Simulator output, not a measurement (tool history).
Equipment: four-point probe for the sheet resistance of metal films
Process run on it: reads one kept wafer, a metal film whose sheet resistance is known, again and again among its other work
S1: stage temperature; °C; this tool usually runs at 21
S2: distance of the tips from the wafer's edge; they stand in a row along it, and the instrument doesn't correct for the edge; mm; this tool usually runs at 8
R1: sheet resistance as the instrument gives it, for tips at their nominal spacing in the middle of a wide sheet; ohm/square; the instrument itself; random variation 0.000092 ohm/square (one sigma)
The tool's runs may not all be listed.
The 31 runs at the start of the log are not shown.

run     day  S1  S2        R1
 32  28.888  21   6  0.467208
 33  29.958  28   5  0.474596
 34  30.554  31  27  0.461384
 35  31.558  19  27  0.456198
 36  32.583  19  27  0.456272
 37  33.275  19  62  0.455746
 38  33.833  24   6  0.468760
 39  34.892  24   9  0.462820
 40  35.750  24   9  0.462903
 41  36.971  33   6  0.472523
 42  38.179  31  11  0.464178
 43  39.158  31  11  0.464193
 44  40.350  31  11  0.464226

Branching from run 44: 4 alternative next runs. What would each branch give?
  A  41.346  34   3   ?
  B  41.346  20  18   ?
  C  41.346  31  28   ?
  D  41.346  23   8   ?

run        R1
  A  0.502440
  B  0.457575
  C  0.461304
  D  0.463783
Had the tool no hidden state, the same runs would have come out as:
run        R1
  A  0.499009
  B  0.454435
  C  0.458131
  D  0.460601
